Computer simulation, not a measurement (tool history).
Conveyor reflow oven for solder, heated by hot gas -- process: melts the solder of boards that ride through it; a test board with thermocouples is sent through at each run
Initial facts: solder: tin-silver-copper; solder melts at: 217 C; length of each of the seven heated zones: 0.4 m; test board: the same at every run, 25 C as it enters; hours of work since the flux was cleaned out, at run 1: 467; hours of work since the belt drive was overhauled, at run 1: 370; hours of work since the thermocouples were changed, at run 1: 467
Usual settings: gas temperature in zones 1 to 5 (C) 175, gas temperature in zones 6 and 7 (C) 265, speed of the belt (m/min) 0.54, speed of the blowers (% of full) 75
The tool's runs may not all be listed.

run   hour  gas temperature in zones 1 to 5 (C)  gas temperature in zones 6 and 7 (C)  speed of the belt (m/min)  speed of the blowers (% of full)  hours of work since the flux was cleaned out  hours of work since the belt drive was overhauled  hours of work since the thermocouples were changed  highest temperature of the board (C)  time above the solder's melting point (s)
  1      0                                  175                                   265                       0.54                                75                                           467                                                370                                                 467                                 248.6                                       64.3
  2   25.5                                  175                                   265                       0.54                                75                                           482                                                385                                                 482                                 248.4                                       64.2
  3   51.1                                  175                                   265                       0.54                                54                                           496                                                399                                                 496                                 243.7                                       56.9
      61.5  -- flux residue cleaned out of gas plates and filters
      80.8  -- thermocouples of zones 6 and 7 changed
  4   80.8                                  175                                   265                      0.571                                75                                            10                                                412                                                   0                                 251.5                                       63.6
  5  104.3                                  175                                   265                      0.571                                75                                            23                                                425                                                  13                                 251.3                                       63.4
  6  123.4                                  175                                   265                      0.571                                75                                            34                                                436                                                  24                                 251.2                                       63.5
  7  146.2                                  182                                   265                       0.54                                75                                            46                                                449                                                  37                                 253.8                                         73
  8  175.7                                  182                                   265                       0.54                                75                                            63                                                465                                                  53                                 253.5                                       72.6
  9  198.1                                  172                                   265                       0.54                                75                                            76                                                478                                                  66                                 252.1                                       67.1
 10  221.9                                  175                                   265                       0.54                                75                                            89                                                491                                                  79                                 251.8                                       68.5
 11  237.9                                  175                                   265                       0.54                                75                                            98                                                500                                                  88                                 252.4                                       68.7
 12    260                                  175                                   265                      0.571                                75                                           110                                                513                                                 101                                 250.7                                       62.9
 13  290.9                                  175                                   265                      0.571                                80                                           128                                                530                                                 118                                 251.7                                       63.9
     297.3  -- belt drive overhauled, speed set with a stopwatch
 14  312.9                                  175                                   265                       0.54                                52                                           138                                                  9                                                 128                                 246.2                                       61.1
 15  343.2                                  175                                   265                       0.54                                75                                           155                                                 26                                                 145                                 252.2                                       68.6
 16  372.2                                  175                                   265                       0.54                                75                                           171                                                 42                                                 161                                 251.7                                       68.2
 17  399.3                                  175                                   277                      0.448                                64                                           186                                                 57                                                 177                                 265.7                                       94.7
       424  -- belt drive overhauled, speed set with a stopwatch, once more
 18  429.3                                  179                                   277                      0.577                                62                                           201                                                  3                                                 191                                 257.2                                       67.3
 19  455.4                                  163                                   265                       0.54                                53                                           216                                                 18                                                 206                                 243.1                                       51.8
 20  468.4                                  163                                   265                       0.54                                55                                           223                                                 25                                                 213                                 243.4                                       52.6
 21  490.1                                  163                                   260                      0.478                                55                                           235                                                 37                                                 225                                 243.4                                       61.2
 22  512.3                                  175                                   265                      0.529                                83                                           248                                                 50                                                 238                                 252.4                                       69.9
 23  529.1                                  175                                   265                      0.529                                83                                           257                                                 59                                                 247                                 252.7                                         70
 24  550.9                                  189                                   265                       0.54                                75                                           269                                                 71                                                 260                                 252.9                                       75.4
 25  567.1                                  175                                   258                      0.518                                75                                           278                                                 80                                                 269                                 245.5                                       64.7
 26  590.3                                  175                                   258                      0.518                                75                                           292                                                 93                                                 282                                 245.4                                       64.7
 27  606.8                                  186                                   271                       0.54                                75                                           301                                                103                                                 291                                 257.6                                       76.6
 28  620.2                                  173                                   271                       0.54                                75                                           308                                                110                                                 299                                 255.5                                       69.1
 29  636.5                                  187                                   274                      0.531                                75                                           317                                                119                                                 308                                   261                                       79.9
 30  661.7                                  187                                   274                      0.531                                75                                           332                                                134                                                 322                                 260.5                                       80.8
 31  681.5                                  175                                   265                      0.473                                73                                           343                                                145                                                 333                                 253.5                                       79.7

3 ways to go on from here, each from the tool as it stands after run 31. What would each give?
  A  695.4                                  175                                   279                       0.54                                80                                           351                                                152                                                 341                                     ?                                          ?
  B  695.4                                  175                                   265                      0.462                                61                                           351                                                152                                                 341                                     ?                                          ?
  C  695.4                                  164                                   256                      0.452                                75                                           351                                                152                                                 341                                     ?                                          ?

run  highest temperature of the board (C)  time above the solder's melting point (s)
  A                                 263.6                                       75.9
  B                                 252.1                                       79.1
  C                                   245                                       70.9
Without the tool's unlogged condition, the same runs would have read:
run  highest temperature of the board (C)  time above the solder's melting point (s)
  A                                 265.9                                       77.3
  B                                 253.9                                         81
  C                                 246.9                                       73.7
